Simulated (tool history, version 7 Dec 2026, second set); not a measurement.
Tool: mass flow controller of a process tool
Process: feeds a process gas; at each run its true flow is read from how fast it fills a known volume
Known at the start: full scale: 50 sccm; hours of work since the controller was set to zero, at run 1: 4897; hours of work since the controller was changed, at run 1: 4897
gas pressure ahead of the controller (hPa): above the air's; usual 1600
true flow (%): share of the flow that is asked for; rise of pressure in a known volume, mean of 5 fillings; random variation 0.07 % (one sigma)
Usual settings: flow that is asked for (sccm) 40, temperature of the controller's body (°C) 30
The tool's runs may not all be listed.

run    hour  flow that is asked for (sccm)  gas pressure ahead of the controller (hPa)  temperature of the controller's body (°C)  hours of work since the controller was set to zero  hours of work since the controller was changed  true flow (%)
  1     0.0                             40                                        1600                                         30                                                4897                                            4897         101.45
  2   122.1                             40                                        1600                                         30                                                4992                                            4992         101.47
  3   331.9                             40                                        1600                                         30                                                5156                                            5156         101.65
  4   507.8                             40                                        1600                                         30                                                5293                                            5293         101.36
  5   730.4                             40                                        1600                                         30                                                5467                                            5467         101.79
  6   851.8                             40                                        2020                                         30                                                5561                                            5561         101.45
  7  1067.6                             40                                        2020                                         30                                                5730                                            5730         101.54
  8  1259.2                             40                                        2020                                         30                                                5879                                            5879         101.68
  9  1483.8                             40                                        1600                                         30                                                6055                                            6055         102.04
 10  1695.0                             40                                        1600                                         30                                                6219                                            6219         101.96
 11  1827.7                             40                                        1540                                         30                                                6323                                            6323         102.10
 12  1956.3                             40                                        1540                                         30                                                6423                                            6423         102.06
 13  2080.6                             40                                        1540                                         30                                                6520                                            6520         102.10
 14  2238.8                              7                                        1600                                         30                                                6644                                            6644         106.37
 15  2356.1                             40                                        1600                                         22                                                6735                                            6735         102.92
 16  2573.1                             40                                        1600                                         22                                                6905                                            6905         103.00
     2592.1  -- controller's zero set anew
 17  2717.2                             40                                        1600                                         22                                                  98                                            7017         103.75
 18  2914.3                             40                                        1530                                         24                                                 252                                            7171         103.54
 19  3079.6                             40                                        1800                                         24                                                 381                                            7300         103.46
 20  3217.0                             35                                        2040                                         29                                                 488                                            7407         103.02
 21  3362.6                             35                                        2670                                         25                                                 601                                            7521         103.14
 22  3585.9                             35                                        2770                                         35                                                 776                                            7695         102.23
 23  3776.7                             15                                        1770                                         30                                                 925                                            7844         105.41
     3796.7  -- controller's zero set anew, once more
 24  3964.7                             21                                        1770                                         24                                                 131                                            7990         100.77
 25  4113.6                             21                                        1770                                         24                                                 247                                            8106         100.92
 26  4336.4                             40                                        1860                                         30                                                 421                                            8280         101.22
 27  4529.9                             14                                        2350                                         22                                                 572                                            8431         100.88
 28  4700.5                             14                                        2350                                         22                                                 705                                            8564         100.96
 29  4844.0                             14                                        2350                                         22                                                 817                                            8676         101.10

Hidden state or all else? Some run-to-run changes of true flow (%), split into what the settings, what came in and random variation would give without the hidden state, and what is left for the hidden state (with any gauge scatter that isn't in both results):
The hidden state here: flow at rest that the sensor doesn't see, % of full scale; true flow over the shown one, %; drift of the gauge itself on true_pct, %.
Run 13 -> 14: flow that is asked for (sccm) 40 -> 7, gas pressure ahead of the controller (hPa) 1540 -> 1600. true flow (%) +4.27: hidden state +5.85, all else -1.58.
Run 14 -> 15: flow that is asked for (sccm) 7 -> 40, temperature of the controller's body (°C) 30 -> 22. true flow (%) -3.45: hidden state -5.74, all else +2.29.
Run 23 -> 24: flow that is asked for (sccm) 15 -> 21, temperature of the controller's body (°C) 30 -> 24, controller's zero set anew, once more. true flow (%) -4.64: hidden state -5.35, all else +0.71.
